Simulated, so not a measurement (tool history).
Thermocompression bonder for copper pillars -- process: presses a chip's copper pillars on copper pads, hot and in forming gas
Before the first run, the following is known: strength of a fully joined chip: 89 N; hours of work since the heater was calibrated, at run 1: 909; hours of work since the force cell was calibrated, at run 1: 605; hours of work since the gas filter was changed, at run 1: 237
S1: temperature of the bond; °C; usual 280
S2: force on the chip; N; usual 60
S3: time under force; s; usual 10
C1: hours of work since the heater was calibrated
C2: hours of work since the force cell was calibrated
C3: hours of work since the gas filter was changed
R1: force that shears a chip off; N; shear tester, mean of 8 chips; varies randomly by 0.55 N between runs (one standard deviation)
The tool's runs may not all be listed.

Run 1, day 0: usual settings; C1 909; C2 605; C3 237. Result: R1 60.3 N.
Run 2, day 2.179: usual settings but S1 285 °C; C1 947; C2 644; C3 275. Result: R1 63.8 N.
Run 3, day 5.738: usual settings but S1 285 °C; C1 1010; C2 706; C3 337. Result: R1 63.6 N.
Run 4, day 7.879: usual settings but S1 285 °C; C1 1047; C2 743; C3 375. Result: R1 62.3 N.
At day 8.488: forming gas filter changed.
Run 5, day 11.85: usual settings but S1 285 °C; C1 1116; C2 813; C3 59. Result: R1 66.5 N.
Run 6, day 14.508: usual settings but S1 285 °C, S3 5 s; C1 1163; C2 859; C3 105. Result: R1 54.5 N.
Run 7, day 17.662: usual settings but S1 285 °C, S3 5 s; C1 1218; C2 914; C3 161. Result: R1 54.9 N.
Run 8, day 20.429: usual settings but S1 285 °C, S3 5 s; C1 1267; C2 963; C3 209. Result: R1 55.3 N.
Run 9, day 22.683: usual settings but S3 6 s; C1 1306; C2 1002; C3 249. Result: R1 54.4 N.
Run 10, day 25.129: usual settings but S3 6 s; C1 1349; C2 1045; C3 292. Result: R1 54.3 N.
Run 11, day 29.046: usual settings but S3 6 s; C1 1418; C2 1114; C3 360. Result: R1 54.4 N.
At day 30.292: forming gas filter changed.
Run 12, day 32.496: usual settings but S3 6 s; C1 1478; C2 1174; C3 39. Result: R1 56.6 N.
Run 13, day 34.921: usual settings but S1 289 °C; C1 1520; C2 1217; C3 81. Result: R1 70.4 N.
Run 14, day 37.825: usual settings but S1 289 °C; C1 1571; C2 1267; C3 132. Result: R1 69.9 N.
Run 15, day 41.867: usual settings but S1 281 °C; C1 1642; C2 1338; C3 203. Result: R1 64.5 N.
Run 16, day 43.629: usual settings but S1 281 °C; C1 1673; C2 1369; C3 234. Result: R1 65 N.
At day 46.067: heater calibrated with a thermocouple chip.
Run 17, day 47.979: usual settings but S1 309 °C, S2 62 N; C1 33; C2 1444; C3 308. Result: R1 73.3 N.
Run 18, day 50.083: usual settings but S1 262 °C, S2 62 N; C1 70; C2 1481; C3 345. Result: R1 49.9 N.
At day 52.225: forming gas filter changed.
Run 19, day 53.15: usual settings but S1 262 °C, S2 38 N, S3 20 s; C1 124; C2 1534; C3 16. Result: R1 42.8 N.
Run 20, day 56.496: usual settings but S3 25 s; C1 182; C2 1593; C3 75. Result: R1 74.6 N.
Run 21, day 59.633: usual settings but S1 264 °C, S2 47 N, S3 25 s; C1 237; C2 1648; C3 130. Result: R1 54.8 N.
Run 22, day 63.575: usual settings but S1 269 °C, S2 71 N, S3 8 s; C1 306; C2 1717; C3 199. Result: R1 59.8 N.
Run 23, day 65.292: usual settings but S1 309 °C, S2 71 N, S3 22 s; C1 336; C2 1747; C3 229. Result: R1 84.1 N.
Run 24, day 67.442: usual settings but S1 309 °C, S2 71 N, S3 22 s; C1 374; C2 1785; C3 267. Result: R1 84.3 N.
Run 25, day 71.571: usual settings but S2 74 N, S3 16 s; C1 447; C2 1857; C3 339. Result: R1 74.5 N.
At day 73.925: forming gas filter changed.
Run 26, day 73.925: usual settings but S1 295 °C, S2 74 N, S3 23 s; C1 487; C2 1898; C3 0. Result: R1 87.4 N.
Run 27, day 78.058: usual settings but S1 295 °C, S2 74 N, S3 23 s; C1 560; C2 1970; C3 72. Result: R1 85.8 N.
Run 28, day 81.929: usual settings but S1 273 °C, S2 56 N, S3 23 s; C1 628; C2 2038; C3 140. Result: R1 69.1 N.
At day 84.783: force cell calibrated.
Run 29, day 84.992: usual settings but S1 273 °C, S2 56 N, S3 23 s; C1 680; C2 4; C3 193. Result: R1 65.5 N.
Run 30, day 88.662: usual settings but S1 273 °C, S2 56 N, S3 23 s; C1 745; C2 68; C3 257. Result: R1 65.7 N.
Run 31, day 92.696: usual settings but S1 273 °C, S2 56 N, S3 23 s; C1 815; C2 139; C3 328. Result: R1 64.8 N.
Run 32, day 95.171: usual settings but S1 289 °C, S2 70 N, S3 8 s; C1 859; C2 182; C3 371. Result: R1 65.7 N.

Forecast each of these 4 alternatives for the next run:
At day 95.929: forming gas filter changed.
Run A, day 97.112: usual settings but S1 310 °C, S2 49 N, S3 8 s; C1 892; C2 216; C3 21. Result: R1 ?.
At day 95.929: forming gas filter changed.
Run B, day 97.112: usual settings but S1 250 °C, S2 51 N, S3 14 s; C1 892; C2 216; C3 21. Result: R1 ?.
At day 95.929: forming gas filter changed.
Run C, day 97.112: usual settings but S1 289 °C, S2 51 N, S3 6 s; C1 892; C2 216; C3 21. Result: R1 ?.
At day 95.929: forming gas filter changed.
Run D, day 97.112: usual settings but S3 9 s; C1 892; C2 216; C3 21. Result: R1 ?.

run    R1
  A    67
  B    43
  C  52.4
  D  60.9
Without the tool's hidden state the same runs would have given:
run    R1
  A    64
  B  39.5
  C    49
  D  57.4
